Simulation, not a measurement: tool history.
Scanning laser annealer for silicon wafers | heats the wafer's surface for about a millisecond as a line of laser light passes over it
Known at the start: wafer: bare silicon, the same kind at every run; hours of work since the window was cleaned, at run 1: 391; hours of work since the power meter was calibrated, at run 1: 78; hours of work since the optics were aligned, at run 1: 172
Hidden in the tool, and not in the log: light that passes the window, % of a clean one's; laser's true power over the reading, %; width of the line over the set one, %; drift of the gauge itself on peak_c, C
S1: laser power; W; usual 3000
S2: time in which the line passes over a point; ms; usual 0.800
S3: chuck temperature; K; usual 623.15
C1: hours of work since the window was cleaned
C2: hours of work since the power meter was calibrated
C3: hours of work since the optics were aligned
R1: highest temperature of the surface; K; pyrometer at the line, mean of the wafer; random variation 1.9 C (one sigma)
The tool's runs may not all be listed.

{"run": 1, "hour": 0.0, "S1": 3000, "S2": 0.8, "S3": 623.15, "C1": 391, "C2": 78, "C3": 172, "R1": 1409.15}
{"run": 2, "hour": 13.2, "S1": 2822, "S2": 0.8, "S3": 623.15, "C1": 400, "C2": 87, "C3": 181, "R1": 1352.15}
{"run": 3, "hour": 21.6, "S1": 3000, "S2": 0.715, "S3": 623.15, "C1": 406, "C2": 93, "C3": 187, "R1": 1362.15}
{"run": 4, "hour": 31.0, "S1": 3000, "S2": 0.8, "S3": 623.15, "C1": 413, "C2": 99, "C3": 193, "R1": 1408.15}
{"run": 5, "hour": 47.7, "S1": 3000, "S2": 0.8, "S3": 623.15, "C1": 424, "C2": 111, "C3": 205, "R1": 1404.15}
{"run": 6, "hour": 63.1, "S1": 3000, "S2": 0.8, "S3": 623.15, "C1": 435, "C2": 122, "C3": 216, "R1": 1406.15}
{"run": 7, "hour": 72.2, "S1": 3000, "S2": 0.8, "S3": 623.15, "C1": 441, "C2": 128, "C3": 222, "R1": 1402.15}
{"run": 8, "hour": 88.7, "S1": 3000, "S2": 0.776, "S3": 623.15, "C1": 453, "C2": 139, "C3": 233, "R1": 1388.15}
{"run": 9, "hour": 96.2, "S1": 3000, "S2": 0.8, "S3": 623.15, "C1": 458, "C2": 145, "C3": 239, "R1": 1402.15}
{"run": 10, "hour": 112.3, "S1": 3000, "S2": 0.8, "S3": 623.15, "C1": 469, "C2": 156, "C3": 250, "R1": 1397.15}
{"run": 11, "hour": 128.5, "S1": 2901, "S2": 0.8, "S3": 623.15, "C1": 481, "C2": 167, "C3": 261, "R1": 1365.15}
{"run": 12, "hour": 138.2, "S1": 3280, "S2": 0.8, "S3": 623.15, "C1": 487, "C2": 174, "C3": 268, "R1": 1489.15}
{"run": 13, "hour": 151.4, "S1": 3280, "S2": 0.8, "S3": 601.15, "C1": 497, "C2": 183, "C3": 277, "R1": 1471.15}
{"run": 14, "hour": 161.0, "S1": 3280, "S2": 0.8, "S3": 601.15, "C1": 503, "C2": 190, "C3": 284, "R1": 1468.15}
{"hour": 169.2, "done": "window over the wafer cleaned"}
{"run": 15, "hour": 173.1, "S1": 3280, "S2": 0.8, "S3": 601.15, "C1": 3, "C2": 197, "C3": 291, "R1": 1527.15}
{"run": 16, "hour": 180.2, "S1": 3280, "S2": 0.8, "S3": 601.15, "C1": 8, "C2": 202, "C3": 296, "R1": 1523.15}
{"run": 17, "hour": 187.8, "S1": 2607, "S2": 0.8, "S3": 601.15, "C1": 13, "C2": 207, "C3": 301, "R1": 1287.15}
{"run": 18, "hour": 194.8, "S1": 3000, "S2": 0.8, "S3": 623.15, "C1": 18, "C2": 212, "C3": 306, "R1": 1444.15}
{"run": 19, "hour": 211.3, "S1": 3000, "S2": 0.8, "S3": 623.15, "C1": 29, "C2": 223, "C3": 318, "R1": 1442.15}
{"run": 20, "hour": 222.3, "S1": 3000, "S2": 0.8, "S3": 623.15, "C1": 37, "C2": 231, "C3": 325, "R1": 1441.15}
{"run": 21, "hour": 229.5, "S1": 2576, "S2": 0.8, "S3": 623.15, "C1": 42, "C2": 236, "C3": 330, "R1": 1297.15}
{"run": 22, "hour": 241.2, "S1": 2731, "S2": 0.669, "S3": 619.15, "C1": 50, "C2": 244, "C3": 338, "R1": 1278.15}
{"run": 23, "hour": 253.3, "S1": 3180, "S2": 0.975, "S3": 612.15, "C1": 59, "C2": 253, "C3": 347, "R1": 1590.15}
{"run": 24, "hour": 267.7, "S1": 2824, "S2": 0.8, "S3": 652.15, "C1": 69, "C2": 263, "C3": 357, "R1": 1410.15}
{"run": 25, "hour": 275.3, "S1": 2974, "S2": 0.768, "S3": 611.15, "C1": 74, "C2": 268, "C3": 362, "R1": 1399.15}
{"hour": 281.7, "done": "optics aligned, line set to its width"}
{"run": 26, "hour": 297.0, "S1": 2643, "S2": 0.687, "S3": 596.15, "C1": 86, "C2": 280, "C3": 11, "R1": 1228.15}
{"run": 27, "hour": 305.9, "S1": 3236, "S2": 1.0, "S3": 601.15, "C1": 92, "C2": 286, "C3": 17, "R1": 1605.15}
{"run": 28, "hour": 315.4, "S1": 3172, "S2": 0.8, "S3": 608.15, "C1": 98, "C2": 293, "C3": 23, "R1": 1475.15}
{"run": 29, "hour": 332.2, "S1": 2987, "S2": 0.8, "S3": 608.15, "C1": 110, "C2": 304, "C3": 35, "R1": 1408.15}
{"run": 30, "hour": 339.6, "S1": 3172, "S2": 0.7, "S3": 634.15, "C1": 115, "C2": 309, "C3": 40, "R1": 1440.15}
{"run": 31, "hour": 354.7, "S1": 3172, "S2": 0.7, "S3": 634.15, "C1": 126, "C2": 320, "C3": 51, "R1": 1439.15}
{"run": 32, "hour": 371.2, "S1": 3172, "S2": 0.7, "S3": 634.15, "C1": 137, "C2": 332, "C3": 62, "R1": 1437.15}
{"hour": 377.5, "done": "optics aligned, line set to its width, once more"}
{"run": 33, "hour": 383.8, "S1": 2923, "S2": 0.948, "S3": 659.15, "C1": 143, "C2": 337, "C3": 4, "R1": 1523.15}
{"run": 34, "hour": 399.6, "S1": 2934, "S2": 0.797, "S3": 623.15, "C1": 154, "C2": 348, "C3": 15, "R1": 1415.15}
{"run": 35, "hour": 414.7, "S1": 2934, "S2": 0.797, "S3": 623.15, "C1": 164, "C2": 358, "C3": 26, "R1": 1416.15}
{"run": 36, "hour": 426.3, "S1": 2934, "S2": 0.797, "S3": 623.15, "C1": 172, "C2": 366, "C3": 34, "R1": 1417.15}
{"run": 37, "hour": 433.7, "S1": 2934, "S2": 0.803, "S3": 623.15, "C1": 177, "C2": 372, "C3": 39, "R1": 1420.15}
{"run": 38, "hour": 450.5, "S1": 2648, "S2": 0.581, "S3": 587.15, "C1": 189, "C2": 383, "C3": 51, "R1": 1171.15}
{"run": 39, "hour": 461.9, "S1": 2604, "S2": 0.661, "S3": 595.15, "C1": 197, "C2": 391, "C3": 59, "R1": 1211.15}
{"run": 40, "hour": 476.0, "S1": 2773, "S2": 0.667, "S3": 623.15, "C1": 207, "C2": 401, "C3": 69, "R1": 1286.15}
{"run": 41, "hour": 485.9, "S1": 3116, "S2": 0.868, "S3": 636.15, "C1": 214, "C2": 408, "C3": 76, "R1": 1524.15}

Forecast each of these 3 alternatives for the next run:
{"run": "A", "hour": 499.2, "S1": 3000, "S2": 0.8, "S3": 588.15, "C1": 223, "C2": 417, "C3": 85, "R1": "?"}
{"run": "B", "hour": 499.2, "S1": 3149, "S2": 0.868, "S3": 636.15, "C1": 223, "C2": 417, "C3": 85, "R1": "?"}
{"run": "C", "hour": 499.2, "S1": 3000, "S2": 0.8, "S3": 657.15, "C1": 223, "C2": 417, "C3": 85, "R1": "?"}

run=A R1=1400.15
run=B R1=1537.15
run=C R1=1469.15
Without the tool's hidden state the same runs would have given:
run=A R1=1422.15
run=B R1=1561.15
run=C R1=1490.15
